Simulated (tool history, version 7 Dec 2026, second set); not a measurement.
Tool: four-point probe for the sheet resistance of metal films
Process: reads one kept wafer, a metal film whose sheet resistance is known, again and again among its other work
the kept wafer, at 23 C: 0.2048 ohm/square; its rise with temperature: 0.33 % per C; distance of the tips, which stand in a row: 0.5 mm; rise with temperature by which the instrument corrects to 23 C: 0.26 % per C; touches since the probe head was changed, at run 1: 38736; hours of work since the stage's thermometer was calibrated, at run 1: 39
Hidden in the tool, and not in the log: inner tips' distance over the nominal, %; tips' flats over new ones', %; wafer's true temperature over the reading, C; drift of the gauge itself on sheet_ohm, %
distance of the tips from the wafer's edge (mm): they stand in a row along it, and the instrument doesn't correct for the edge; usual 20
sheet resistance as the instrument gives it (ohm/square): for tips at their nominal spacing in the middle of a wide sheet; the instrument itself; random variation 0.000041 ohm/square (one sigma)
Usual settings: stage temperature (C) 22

run	day	stage temperature (C)	distance of the tips from the wafer's edge (mm)	touches since the probe head was changed	hours of work since the stage's thermometer was calibrated	sheet resistance as the instrument gives it (ohm/square)
1	0.000	22	20	38736	39	0.202603
2	1.112	22	20	39403	51	0.202574
3	2.733	22	20	40378	68	0.202528
4	4.058	22	20	41174	82	0.202526
5	5.583	22	20	42089	98	0.202477
6	7.771	27	20	43402	121	0.202969
7	9.604	27	20	44502	140	0.203088
8	10.725	22	20	45174	152	0.202410
9	12.150	22	20	46032	167	0.202346
10	13.662	22	20	46939	183	0.202351
11	15.654	18	20	48135	204	0.201781
12	16.825	18	20	48836	216	0.201702
13	18.875	18	20	50068	238	0.201658
14	20.904	18	20	51287	259	0.201635
15	21.854	22	20	51856	269	0.202146
16	23.938	22	20	53107	291	0.202095
17	25.283	22	20	53916	305	0.202101
18	27.296	22	20	55123	326	0.202066
19	28.471	22	20	55828	339	0.201904
20	29.642	22	20	56534	351	0.202030
21	31.538	22	20	57670	371	0.201996
22	32.821	22	20	58442	384	0.201932
23	34.192	22	20	59263	399	0.201851
24	36.033	20	58	60371	418	0.201512
25	38.071	34	13	61593	439	0.203479
26	38.992	20	13	62146	449	0.201617
27	40.129	20	13	62829	461	0.201586
28	41.758	19	14	63808	478	0.201517
# day 41.992: stage's thermometer calibrated
29	43.475	23	6	64825	16	0.202545
30	44.567	32	11	65480	27	0.203157
31	45.692	30	20	66156	39	0.202753
32	46.679	20	13	66748	49	0.201454
33	48.383	30	15	67772	67	0.202688
34	50.017	20	7	68753	84	0.201732
35	50.950	28	4	69313	94	0.203964
36	52.446	23	52	70210	110	0.201593
37	53.454	32	38	70816	120	0.202767
38	54.371	32	38	71368	130	0.202743
# day 54.846: stage's thermometer calibrated, once more
39	55.542	20	20	72058	7	0.201316

Forecast run 40:
40	57.588	33	6	73286	29	?

{"run 40": {"sheet resistance as the instrument gives it (ohm/square)": 0.203607}}
Without the tool's hidden state the same run would have given sheet resistance as the instrument gives it (ohm/square) 0.206850.
